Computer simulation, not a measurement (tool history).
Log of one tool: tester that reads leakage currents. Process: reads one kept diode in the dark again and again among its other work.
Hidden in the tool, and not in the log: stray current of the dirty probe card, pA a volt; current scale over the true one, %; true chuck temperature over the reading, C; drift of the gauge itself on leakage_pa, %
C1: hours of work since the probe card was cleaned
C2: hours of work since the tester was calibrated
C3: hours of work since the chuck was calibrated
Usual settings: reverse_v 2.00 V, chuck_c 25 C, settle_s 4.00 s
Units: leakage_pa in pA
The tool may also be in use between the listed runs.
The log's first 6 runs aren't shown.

-- day=39.271 chuck's temperature calibrated
run 7 day=39.421 | reverse_v=2.00 chuck_c=27 settle_s=4.00 | C1=1113 C2=3184 C3=2 | leakage_pa=35.04
run 8 day=48.454 | reverse_v=2.00 chuck_c=25 settle_s=4.00 | C1=1225 C2=3296 C3=114 | leakage_pa=30.81
run 9 day=56.675 | reverse_v=2.00 chuck_c=25 settle_s=4.00 | C1=1327 C2=3398 C3=216 | leakage_pa=31.24
run 10 day=63.667 | reverse_v=2.00 chuck_c=25 settle_s=4.00 | C1=1414 C2=3485 C3=303 | leakage_pa=31.51
-- day=64.258 probe card cleaned and baked
run 11 day=69.379 | reverse_v=2.00 chuck_c=45 settle_s=4.00 | C1=64 C2=3554 C3=372 | leakage_pa=136.22
run 12 day=78.450 | reverse_v=2.00 chuck_c=45 settle_s=4.00 | C1=176 C2=3667 C3=485 | leakage_pa=137.91
run 13 day=84.379 | reverse_v=2.00 chuck_c=45 settle_s=4.00 | C1=250 C2=3740 C3=558 | leakage_pa=139.05
run 14 day=89.325 | reverse_v=2.00 chuck_c=25 settle_s=4.00 | C1=311 C2=3801 C3=620 | leakage_pa=34.34
run 15 day=94.350 | reverse_v=2.00 chuck_c=25 settle_s=0.34 | C1=373 C2=3864 C3=682 | leakage_pa=34.72
-- day=101.871 probe card cleaned and baked, once more
run 16 day=101.871 | reverse_v=2.00 chuck_c=25 settle_s=0.34 | C1=0 C2=3956 C3=774 | leakage_pa=29.58
run 17 day=109.808 | reverse_v=2.00 chuck_c=25 settle_s=4.00 | C1=98 C2=4054 C3=872 | leakage_pa=29.89
run 18 day=118.579 | reverse_v=2.00 chuck_c=25 settle_s=4.00 | C1=207 C2=4163 C3=981 | leakage_pa=30.37
-- day=123.696 tester calibrated
run 19 day=127.096 | reverse_v=2.00 chuck_c=25 settle_s=4.00 | C1=312 C2=42 C3=1086 | leakage_pa=31.44
run 20 day=131.108 | reverse_v=15.56 chuck_c=25 settle_s=1.35 | C1=362 C2=92 C3=1135 | leakage_pa=78.23
-- day=137.046 chuck's temperature calibrated
run 21 day=138.433 | reverse_v=15.56 chuck_c=25 settle_s=1.35 | C1=452 C2=182 C3=17 | leakage_pa=75.17
run 22 day=146.692 | reverse_v=1.23 chuck_c=37 settle_s=0.38 | C1=554 C2=284 C3=120 | leakage_pa=61.37
run 23 day=151.671 | reverse_v=1.23 chuck_c=37 settle_s=0.38 | C1=616 C2=346 C3=181 | leakage_pa=62.18

The next listed run, before its measurement:
run 24 day=156.142 | reverse_v=1.23 chuck_c=37 settle_s=0.38 | C1=671 C2=402 C3=237 | leakage_pa=?

leakage_pa: 62.77 pA
Without the tool's hidden state the same run would have given leakage_pa 60.49 pA.

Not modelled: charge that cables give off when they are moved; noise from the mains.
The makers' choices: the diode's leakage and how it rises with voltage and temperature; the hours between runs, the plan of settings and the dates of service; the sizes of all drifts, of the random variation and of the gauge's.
